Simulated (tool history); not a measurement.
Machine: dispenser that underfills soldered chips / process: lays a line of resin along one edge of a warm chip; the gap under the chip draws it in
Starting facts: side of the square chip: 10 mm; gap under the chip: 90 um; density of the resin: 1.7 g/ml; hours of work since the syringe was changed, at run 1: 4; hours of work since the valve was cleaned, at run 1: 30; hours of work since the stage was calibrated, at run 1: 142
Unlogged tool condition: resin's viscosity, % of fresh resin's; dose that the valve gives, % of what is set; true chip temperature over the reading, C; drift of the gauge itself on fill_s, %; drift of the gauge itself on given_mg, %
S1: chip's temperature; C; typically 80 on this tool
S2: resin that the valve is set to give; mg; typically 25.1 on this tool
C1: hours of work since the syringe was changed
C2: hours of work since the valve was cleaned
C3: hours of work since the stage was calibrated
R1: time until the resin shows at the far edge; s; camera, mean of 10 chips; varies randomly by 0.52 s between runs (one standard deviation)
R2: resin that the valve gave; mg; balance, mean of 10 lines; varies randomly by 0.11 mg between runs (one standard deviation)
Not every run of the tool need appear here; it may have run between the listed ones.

run 1 hour=0 | S1=80 S2=25.1 | C1=4 C2=30 C3=142 | R1=45.9 R2=24.82
run 2 hour=5 | S1=80 S2=25.1 | C1=8 C2=33 C3=146 | R1=51.3 R2=24.69
-- hour=6.2 new syringe of resin
run 3 hour=12.7 | S1=80 S2=24.5 | C1=4 C2=38 C3=150 | R1=46.7 R2=23.71
-- hour=18.7 new syringe of resin
run 4 hour=19.2 | S1=80 S2=31.2 | C1=0 C2=42 C3=155 | R1=39.2 R2=30.56
run 5 hour=24.4 | S1=80 S2=31.2 | C1=4 C2=46 C3=158 | R1=46.2 R2=30.37
-- hour=31.2 new syringe of resin
run 6 hour=31.4 | S1=80 S2=25.1 | C1=0 C2=50 C3=162 | R1=40.5 R2=24.3
run 7 hour=35.5 | S1=80 S2=25.1 | C1=3 C2=53 C3=165 | R1=44.9 R2=24.25
run 8 hour=42.6 | S1=80 S2=25.1 | C1=8 C2=58 C3=170 | R1=52.2 R2=24.29
-- hour=43.6 new syringe of resin
run 9 hour=52 | S1=80 S2=25.1 | C1=6 C2=64 C3=176 | R1=47.8 R2=24.26
-- hour=56.3 new syringe of resin
run 10 hour=59.3 | S1=80 S2=22 | C1=2 C2=68 C3=180 | R1=42.2 R2=21.13
run 11 hour=63.6 | S1=80 S2=22 | C1=5 C2=71 C3=183 | R1=48 R2=21.08
-- hour=68.8 new syringe of resin
run 12 hour=69.7 | S1=80 S2=22 | C1=1 C2=75 C3=187 | R1=41.9 R2=20.96
run 13 hour=74.6 | S1=80 S2=22 | C1=4 C2=78 C3=190 | R1=45.8 R2=20.95
-- hour=77.2 dispensing valve cleaned and set on the balance
-- hour=82.5 new syringe of resin
run 14 hour=84 | S1=89 S2=25.1 | C1=1 C2=4 C3=196 | R1=26.1 R2=25.08
run 15 hour=88.6 | S1=89 S2=25.1 | C1=4 C2=7 C3=199 | R1=28.3 R2=25.11
-- hour=94.9 new syringe of resin
run 16 hour=98.2 | S1=89 S2=25.1 | C1=2 C2=14 C3=205 | R1=28.3 R2=24.89
run 17 hour=103.5 | S1=89 S2=25.1 | C1=6 C2=17 C3=208 | R1=31.6 R2=24.88
-- hour=107.8 new syringe of resin
run 18 hour=110.3 | S1=94 S2=25.1 | C1=2 C2=21 C3=213 | R1=21.4 R2=24.84
-- hour=120.3 new syringe of resin
run 19 hour=120.3 | S1=94 S2=25.1 | C1=0 C2=28 C3=219 | R1=19.7 R2=24.61
run 20 hour=128.7 | S1=82 S2=29.1 | C1=6 C2=33 C3=225 | R1=43 R2=28.5
-- hour=133.2 new syringe of resin
run 21 hour=135.2 | S1=82 S2=29.1 | C1=1 C2=37 C3=229 | R1=36.8 R2=28.32
run 22 hour=145 | S1=82 S2=29.1 | C1=8 C2=44 C3=235 | R1=45.9 R2=28.21
-- hour=146 new syringe of resin
run 23 hour=149.4 | S1=69 S2=29.1 | C1=2 C2=47 C3=238 | R1=75.3 R2=28.2
run 24 hour=153.7 | S1=69 S2=29.1 | C1=5 C2=49 C3=241 | R1=81.6 R2=28
-- hour=158.8 new syringe of resin
run 25 hour=160.2 | S1=69 S2=29.1 | C1=1 C2=54 C3=245 | R1=68.5 R2=28.19
run 26 hour=166.7 | S1=65 S2=29 | C1=5 C2=58 C3=249 | R1=99 R2=27.92
-- hour=171.4 new syringe of resin
run 27 hour=175.6 | S1=84 S2=28.6 | C1=3 C2=64 C3=255 | R1=33.9 R2=27.22
-- hour=184.4 new syringe of resin
run 28 hour=185 | S1=95 S2=27 | C1=0 C2=70 C3=261 | R1=18.8 R2=25.71
run 29 hour=190.8 | S1=66 S2=23.2 | C1=4 C2=73 C3=265 | R1=95 R2=22.08
run 30 hour=196.4 | S1=82 S2=25.1 | C1=8 C2=77 C3=269 | R1=47.7 R2=23.69
-- hour=197.5 new syringe of resin
-- hour=200.9 dispensing valve cleaned and set on the balance
run 31 hour=203.2 | S1=82 S2=25.1 | C1=3 C2=2 C3=272 | R1=37.8 R2=25.41
-- hour=210.9 new syringe of resin
run 32 hour=211.1 | S1=79 S2=25.1 | C1=0 C2=7 C3=277 | R1=40.7 R2=25
run 33 hour=219.5 | S1=79 S2=25.1 | C1=6 C2=12 C3=283 | R1=49.1 R2=25.08
-- hour=223.6 new syringe of resin
run 34 hour=224.7 | S1=79 S2=25.1 | C1=1 C2=15 C3=286 | R1=41.3 R2=24.69
run 35 hour=233.5 | S1=79 S2=25.1 | C1=7 C2=21 C3=292 | R1=49.6 R2=24.62
-- hour=236 new syringe of resin
run 36 hour=241.3 | S1=69 S2=26.7 | C1=4 C2=26 C3=297 | R1=73 R2=26.21

4 options for the next run, each taken on its own from the tool as it stands now. Forecast them:
run A hour=247.2 | S1=91 S2=21.4 | C1=7 C2=30 C3=301 | R1=? R2=?
run B hour=247.2 | S1=86 S2=29.1 | C1=7 C2=30 C3=301 | R1=? R2=?
run C hour=247.2 | S1=80 S2=24.9 | C1=7 C2=30 C3=301 | R1=? R2=?
run D hour=247.2 | S1=70 S2=27.3 | C1=7 C2=30 C3=301 | R1=? R2=?

run=A R1=30.1 R2=20.94
run=B R1=36.5 R2=28.59
run=C R1=50.7 R2=24.5
run=D R1=82.6 R2=26.81
What these runs would have given with no unlogged condition in the tool:
run=A R1=25.3 R2=21.38
run=B R1=31 R2=29.19
run=C R1=43.1 R2=25.01
run=D R1=70.9 R2=27.37

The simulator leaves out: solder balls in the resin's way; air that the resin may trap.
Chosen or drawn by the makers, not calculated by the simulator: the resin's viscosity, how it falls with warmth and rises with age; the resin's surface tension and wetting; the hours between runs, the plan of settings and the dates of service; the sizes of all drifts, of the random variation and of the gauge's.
